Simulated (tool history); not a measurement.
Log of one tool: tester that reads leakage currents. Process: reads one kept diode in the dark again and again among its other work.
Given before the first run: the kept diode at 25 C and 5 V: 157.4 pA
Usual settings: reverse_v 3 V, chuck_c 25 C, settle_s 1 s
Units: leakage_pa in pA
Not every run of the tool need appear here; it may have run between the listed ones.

run	hour	reverse_v	chuck_c	settle_s	leakage_pa
1	0	3	25	1	123.05
2	26	3	25	1	123.33
3	50.4	3	25	1	123.49
4	78.7	3	54	1	1127.99
5	110	3	54	1	1131.83
6	138.8	3	54	1	1128.95
7	177.2	3	54	1	1127.18
8	204.7	3	54	1	1126.94
9	227.1	3	54	1	1123.12
10	260.9	3	54	1	1120.35
11	289.6	3	54	1	1120.97
12	306.6	3	54	1	1119.02
13	331.4	3	54	1	1119.87
# hour 335.7: chuck's temperature calibrated
14	360.7	4.1	54	1	1236.31
15	397.7	17.04	25	1	277.66
16	416.1	7.99	25	1	186.94
# hour 421.2: chuck's temperature calibrated, once more
17	449.9	3	25	1	131.8
18	467.1	3	24	1	121.5
19	483.1	3	24	1	121.33
20	519.5	3	24	1	120.73
21	551.2	3	24	1	120.89
22	572.6	3	25	1	130.11
23	602.5	3	55	1	1275.45
24	631.4	12.29	25	1	266.8
25	655.3	5.34	23	0.71	147.81
26	687	5.34	23	0.71	147.23
27	722.5	3	24	0.71	119.78
28	756.8	1.8	42	1	384.06
29	774.9	13.57	28	1	351.89
30	797.6	3.3	46	2.12	687.11
31	828	1.49	28	0.99	116.3
32	856.7	5.28	45	1	795.5
33	889	12.18	22	0.41	208.87
34	907.2	12.18	22	0.41	207.89
35	928.3	3	52	3.07	1011.26
36	956	1.86	52	1.58	803.08
37	979.9	15.14	35	0.51	620.27
38	1010.7	9.1	46	1	1099.23
39	1044.5	10.57	46	1.49	1174.56
40	1083.5	13.53	52	1	2035.13

Below, each run's measurement less what the same run would have read without the hidden state. Both values contain the same run-to-run variation, but the gauge's scatter may not be the same in both:
Hidden state present: stray current of the dirty probe card, pA a volt; current scale over the true one, %; true chuck temperature over the reading, C; drift of the gauge itself on leakage_pa, %.
run	leakage_pa
1	-0.83
2	-1.09
3	-1.33
4	-52.21
5	-55.15
6	-57.56
7	-61.07
8	-63.15
9	-65.02
10	-67.74
11	-70.31
12	-71.62
13	-73.95
14	-138.3
15	-0.39
16	-8.9
17	+7.69
18	+7.46
19	+7.31
20	+6.97
21	+6.7
22	+6.44
23	+2.83
24	+26.17
25	+10.86
26	+10.56
27	+5.24
28	-2.06
29	+25.74
30	-5.38
31	+0.71
32	-6.47
33	+23.68
34	+23.37
35	-22.33
36	-20.88
37	+15.28
38	-17.87
39	-19.92
40	-50.35
